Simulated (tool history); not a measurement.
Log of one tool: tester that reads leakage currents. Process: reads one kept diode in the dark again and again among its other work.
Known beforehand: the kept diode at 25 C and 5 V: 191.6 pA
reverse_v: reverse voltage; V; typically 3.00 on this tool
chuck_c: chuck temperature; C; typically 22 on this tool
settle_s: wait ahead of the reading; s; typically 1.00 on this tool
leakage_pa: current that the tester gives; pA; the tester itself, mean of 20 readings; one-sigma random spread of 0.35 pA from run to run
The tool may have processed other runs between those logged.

run 1 hour=0.0 | reverse_v=3.00 chuck_c=22 settle_s=1.00 | leakage_pa=112.35
run 2 hour=76.3 | reverse_v=3.00 chuck_c=22 settle_s=1.00 | leakage_pa=111.78
run 3 hour=121.5 | reverse_v=3.00 chuck_c=22 settle_s=1.00 | leakage_pa=112.76
run 4 hour=168.3 | reverse_v=3.00 chuck_c=22 settle_s=1.00 | leakage_pa=111.95
run 5 hour=235.9 | reverse_v=3.00 chuck_c=22 settle_s=9.50 | leakage_pa=111.36
run 6 hour=317.4 | reverse_v=3.00 chuck_c=22 settle_s=1.00 | leakage_pa=111.34
run 7 hour=366.4 | reverse_v=3.00 chuck_c=22 settle_s=1.00 | leakage_pa=111.77
run 8 hour=437.0 | reverse_v=3.00 chuck_c=22 settle_s=0.37 | leakage_pa=113.01
run 9 hour=504.0 | reverse_v=3.00 chuck_c=22 settle_s=8.55 | leakage_pa=111.10
run 10 hour=540.9 | reverse_v=2.82 chuck_c=22 settle_s=8.55 | leakage_pa=106.90
run 11 hour=597.1 | reverse_v=2.82 chuck_c=22 settle_s=8.55 | leakage_pa=106.87
run 12 hour=634.0 | reverse_v=2.82 chuck_c=22 settle_s=8.55 | leakage_pa=106.95
run 13 hour=676.5 | reverse_v=4.71 chuck_c=22 settle_s=1.00 | leakage_pa=142.40
run 14 hour=712.1 | reverse_v=4.71 chuck_c=22 settle_s=1.00 | leakage_pa=142.46
-- hour=719.3 tester calibrated
run 15 hour=789.9 | reverse_v=2.38 chuck_c=22 settle_s=1.00 | leakage_pa=97.61
run 16 hour=838.5 | reverse_v=1.82 chuck_c=22 settle_s=1.00 | leakage_pa=84.16
run 17 hour=876.1 | reverse_v=1.82 chuck_c=22 settle_s=1.00 | leakage_pa=84.21
run 18 hour=957.2 | reverse_v=3.00 chuck_c=22 settle_s=1.00 | leakage_pa=110.26
-- hour=994.5 tester calibrated, once more
run 19 hour=1035.4 | reverse_v=3.00 chuck_c=22 settle_s=1.00 | leakage_pa=111.00
run 20 hour=1092.7 | reverse_v=3.00 chuck_c=22 settle_s=1.00 | leakage_pa=111.25
run 21 hour=1147.5 | reverse_v=2.07 chuck_c=36 settle_s=3.32 | leakage_pa=249.29
run 22 hour=1217.8 | reverse_v=2.07 chuck_c=36 settle_s=3.32 | leakage_pa=248.25
run 23 hour=1283.2 | reverse_v=1.89 chuck_c=21 settle_s=0.53 | leakage_pa=79.41
-- hour=1366.5 probe card cleaned and baked
run 24 hour=1370.9 | reverse_v=5.36 chuck_c=51 settle_s=3.23 | leakage_pa=1135.51
run 25 hour=1429.0 | reverse_v=3.00 chuck_c=34 settle_s=1.40 | leakage_pa=261.56
run 26 hour=1509.9 | reverse_v=13.71 chuck_c=34 settle_s=0.54 | leakage_pa=599.01
run 27 hour=1577.4 | reverse_v=1.73 chuck_c=56 settle_s=1.25 | leakage_pa=839.06
run 28 hour=1615.3 | reverse_v=1.73 chuck_c=56 settle_s=1.25 | leakage_pa=837.16
run 29 hour=1676.1 | reverse_v=3.00 chuck_c=23 settle_s=6.95 | leakage_pa=115.53
run 30 hour=1744.3 | reverse_v=3.00 chuck_c=23 settle_s=6.95 | leakage_pa=114.20
run 31 hour=1783.3 | reverse_v=5.03 chuck_c=23 settle_s=6.95 | leakage_pa=152.27
run 32 hour=1866.5 | reverse_v=2.11 chuck_c=45 settle_s=1.00 | leakage_pa=457.61
run 33 hour=1927.3 | reverse_v=2.11 chuck_c=45 settle_s=1.00 | leakage_pa=458.55
run 34 hour=1971.3 | reverse_v=2.11 chuck_c=45 settle_s=1.00 | leakage_pa=456.94
run 35 hour=2045.2 | reverse_v=2.11 chuck_c=45 settle_s=1.00 | leakage_pa=454.07
run 36 hour=2090.7 | reverse_v=2.11 chuck_c=45 settle_s=1.00 | leakage_pa=455.16
run 37 hour=2140.6 | reverse_v=2.11 chuck_c=45 settle_s=1.00 | leakage_pa=455.94
run 38 hour=2217.4 | reverse_v=1.32 chuck_c=22 settle_s=3.14 | leakage_pa=67.75
run 39 hour=2252.7 | reverse_v=4.08 chuck_c=22 settle_s=3.14 | leakage_pa=125.21

Measured less the same run without the tool's hidden state. The same run-to-run variation is in both; the gauge's scatter may not be:
What the log doesn't record here: stray current of the dirty probe card, pA a volt; current scale over the true one, %; true chuck temperature over the reading, C; drift of the gauge itself on leakage_pa, %.
run=1 leakage_pa=-4.04
run=2 leakage_pa=-4.19
run=3 leakage_pa=-4.32
run=4 leakage_pa=-4.38
run=5 leakage_pa=-4.53
run=6 leakage_pa=-4.69
run=7 leakage_pa=-4.79
run=8 leakage_pa=-4.95
run=9 leakage_pa=-5.10
run=10 leakage_pa=-5.00
run=11 leakage_pa=-5.11
run=12 leakage_pa=-5.19
run=13 leakage_pa=-6.42
run=14 leakage_pa=-6.51
run=15 leakage_pa=-5.25
run=16 leakage_pa=-4.75
run=17 leakage_pa=-4.83
run=18 leakage_pa=-6.13
run=19 leakage_pa=-5.78
run=20 leakage_pa=-5.92
run=21 leakage_pa=-15.42
run=22 leakage_pa=-15.78
run=23 leakage_pa=-4.74
run=24 leakage_pa=-76.24
run=25 leakage_pa=-19.92
run=26 leakage_pa=-45.81
run=27 leakage_pa=-58.61
run=28 leakage_pa=-59.23
run=29 leakage_pa=-9.99
run=30 leakage_pa=-10.04
run=31 leakage_pa=-13.28
run=32 leakage_pa=-37.37
run=33 leakage_pa=-38.12
run=34 leakage_pa=-38.51
run=35 leakage_pa=-39.13
run=36 leakage_pa=-39.72
run=37 leakage_pa=-40.42
run=38 leakage_pa=-6.79
run=39 leakage_pa=-12.06
